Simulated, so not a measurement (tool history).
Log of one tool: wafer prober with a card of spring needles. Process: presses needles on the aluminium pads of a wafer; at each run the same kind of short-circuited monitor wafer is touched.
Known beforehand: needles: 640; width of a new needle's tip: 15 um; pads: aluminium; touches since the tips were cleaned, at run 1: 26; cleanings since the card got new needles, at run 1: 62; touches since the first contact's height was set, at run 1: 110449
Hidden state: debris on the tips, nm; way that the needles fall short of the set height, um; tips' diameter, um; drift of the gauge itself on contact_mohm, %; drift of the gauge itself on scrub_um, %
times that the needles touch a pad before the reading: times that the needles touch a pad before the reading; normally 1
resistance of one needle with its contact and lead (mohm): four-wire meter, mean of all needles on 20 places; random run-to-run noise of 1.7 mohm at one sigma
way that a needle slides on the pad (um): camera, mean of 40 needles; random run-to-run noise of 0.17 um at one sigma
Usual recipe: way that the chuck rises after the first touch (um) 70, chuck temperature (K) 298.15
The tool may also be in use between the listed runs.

run,hour,way that the chuck rises after the first touch (um),chuck temperature (K),times that the needles touch a pad before the reading,touches since the tips were cleaned,cleanings since the card got new needles,touches since the first contact's height was set,resistance of one needle with its contact and lead (mohm),way that a needle slides on the pad (um)
1,0,70,298.15,1,26,62,110449,179,15.52
# hour 3.8: tips cleaned on abrasive film
# hour 7.6: tips cleaned on abrasive film
# hour 12.3: tips cleaned on abrasive film
# hour 16.1: tips cleaned on abrasive film
# hour 20.8: tips cleaned on abrasive film
# hour 24.6: tips cleaned on abrasive film
2,26.2,70,298.15,1,687,68,121366,189,15.6
# hour 29.1: tips cleaned on abrasive film
# hour 33.8: tips cleaned on abrasive film
# hour 38.5: tips cleaned on abrasive film
# hour 43.2: tips cleaned on abrasive film
# hour 47.9: tips cleaned on abrasive film
3,50.4,70,298.15,1,1077,73,131491,192,15.02
# hour 52.4: tips cleaned on abrasive film
# hour 56.1: tips cleaned on abrasive film
# hour 59.9: tips cleaned on abrasive film
# hour 64.6: tips cleaned on abrasive film
# hour 68.4: tips cleaned on abrasive film
# hour 73.1: tips cleaned on abrasive film
4,75,70,298.15,1,804,79,141735,191,14.97
# hour 77: tips cleaned on abrasive film
# hour 80.8: tips cleaned on abrasive film
# hour 84.6: tips cleaned on abrasive film
# hour 89.3: tips cleaned on abrasive film
# hour 93.1: tips cleaned on abrasive film
5,95.2,70,298.15,1,913,84,150135,194,14.84
# hour 97.2: tips cleaned on abrasive film
# hour 101.9: tips cleaned on abrasive film
# hour 105.7: tips cleaned on abrasive film
# hour 109.4: tips cleaned on abrasive film
# hour 114.2: tips cleaned on abrasive film
# hour 118.9: tips cleaned on abrasive film
# hour 123.6: tips cleaned on abrasive film
6,124.1,70,298.15,1,207,91,162145,183,14.82
# hour 127.9: tips cleaned on abrasive film
# hour 132.6: tips cleaned on abrasive film
# hour 137.3: tips cleaned on abrasive film
# hour 142: tips cleaned on abrasive film
# hour 145.8: tips cleaned on abrasive film
# hour 150.5: tips cleaned on abrasive film
# hour 154.3: tips cleaned on abrasive film
7,157.2,79,298.15,1,1233,98,175969,193,16.6
# hour 158.2: tips cleaned on abrasive film
# hour 162.9: tips cleaned on abrasive film
# hour 166.7: tips cleaned on abrasive film
# hour 171.4: tips cleaned on abrasive film
# hour 176.1: tips cleaned on abrasive film
# hour 179.9: tips cleaned on abrasive film
8,182.5,70,298.15,2,1109,104,186522,192,14.29
# hour 184.4: tips cleaned on abrasive film
# hour 189.2: tips cleaned on abrasive film
# hour 193.9: tips cleaned on abrasive film
# hour 198.6: tips cleaned on abrasive film
# hour 202.4: tips cleaned on abrasive film
# hour 206.2: tips cleaned on abrasive film
# hour 209.9: tips cleaned on abrasive film
# hour 214.6: tips cleaned on abrasive film
9,216.7,70,298.15,2,888,112,200786,188,14.24
# hour 218.7: tips cleaned on abrasive film
# hour 222.5: tips cleaned on abrasive film
# hour 227.2: tips cleaned on abrasive film
# hour 231: tips cleaned on abrasive film
# hour 235.4: tips cleaned on abrasive film
10,235.4,70,298.15,2,0,117,208555,181,13.87
# hour 236.7: height of the first contact set anew
# hour 240.4: tips cleaned on abrasive film
# hour 244.2: tips cleaned on abrasive film
# hour 248.9: tips cleaned on abrasive film
# hour 252.7: tips cleaned on abrasive film
# hour 257.4: tips cleaned on abrasive film
# hour 262.2: tips cleaned on abrasive film
# hour 266.4: tips cleaned on abrasive film
11,266.4,70,298.15,2,0,124,12388,183,11.89
# hour 271.1: tips cleaned on abrasive film
# hour 274.9: tips cleaned on abrasive film
# hour 278.7: tips cleaned on abrasive film
# hour 283.4: tips cleaned on abrasive film
# hour 288.1: tips cleaned on abrasive film
# hour 292.8: tips cleaned on abrasive film
12,296.3,76,373.15,1,1480,130,24883,236,12.98
# hour 297.3: tips cleaned on abrasive film
# hour 301.1: tips cleaned on abrasive film
# hour 305.8: tips cleaned on abrasive film
# hour 310.5: tips cleaned on abrasive film
# hour 315.2: tips cleaned on abrasive film
# hour 319: tips cleaned on abrasive film
# hour 323.7: tips cleaned on abrasive film
# hour 328.4: tips cleaned on abrasive film
13,331.8,57,307.15,3,1429,138,39687,229,8.16
# hour 332.8: tips cleaned on abrasive film
# hour 334: height of the first contact set anew, once more
# hour 336.9: tips cleaned on abrasive film
# hour 341.6: tips cleaned on abrasive film
# hour 346.3: tips cleaned on abrasive film
# hour 350.1: tips cleaned on abrasive film
14,352.3,57,307.15,2,920,143,7607,196,13.87
# hour 354.2: tips cleaned on abrasive film
# hour 358: tips cleaned on abrasive film
# hour 361.8: tips cleaned on abrasive film
# hour 366.5: tips cleaned on abrasive film
# hour 371.2: tips cleaned on abrasive film
15,374.4,57,307.15,2,1376,148,16851,201,13.79
# hour 375.4: tips cleaned on abrasive film
# hour 380.2: tips cleaned on abrasive film
# hour 384.9: tips cleaned on abrasive film
# hour 389.6: tips cleaned on abrasive film
# hour 393.4: tips cleaned on abrasive film
16,395,57,307.15,2,694,153,25414,193,13.43
# hour 397.9: tips cleaned on abrasive film
# hour 401.6: tips cleaned on abrasive film
# hour 406.4: tips cleaned on abrasive film
# hour 410.1: tips cleaned on abrasive film
# hour 414.9: tips cleaned on abrasive film
# hour 418.6: tips cleaned on abrasive film
# hour 422.4: tips cleaned on abrasive film
17,423.5,65,314.15,2,445,160,37267,187,15.66
# hour 426.3: tips cleaned on abrasive film
# hour 431.1: tips cleaned on abrasive film
# hour 434.8: tips cleaned on abrasive film
# hour 438.6: tips cleaned on abrasive film
# hour 443.3: tips cleaned on abrasive film
# hour 448: tips cleaned on abrasive film
18,448.2,74,383.15,3,84,166,47581,191,17.61
# hour 452: tips cleaned on abrasive film
# hour 456.8: tips cleaned on abrasive film
# hour 461.5: tips cleaned on abrasive film
# hour 465.2: tips cleaned on abrasive film
19,468.5,61,298.15,1,1399,170,56064,218,14.41
# hour 469.5: tips cleaned on abrasive film
# hour 473.3: tips cleaned on abrasive film
# hour 478: tips cleaned on abrasive film
# hour 481.8: tips cleaned on abrasive film
# hour 485.6: tips cleaned on abrasive film
# hour 490.3: tips cleaned on abrasive film
# hour 494.1: tips cleaned on abrasive film
20,496.5,56,308.15,3,1014,177,67699,195,12.69

Measured minus without-hidden-state, run by run (identical run-to-run variation in each term; gauge scatter may differ):
run,resistance of one needle with its contact and lead (mohm),way that a needle slides on the pad (um)
1,+5,-1.6
2,+17,-1.73
3,+22,-1.84
4,+20,-2.05
5,+22,-2.19
6,+11,-2.36
7,+25,-2.54
8,+21,-2.73
9,+18,-2.93
10,+7,-3.08
11,+10,-5.45
12,+47,-5.51
13,+50,-5.78
14,+20,-0.12
15,+25,-0.24
16,+17,-0.36
17,+12,-0.55
18,+4,-0.72
19,+45,-0.83
20,+20,-1.02
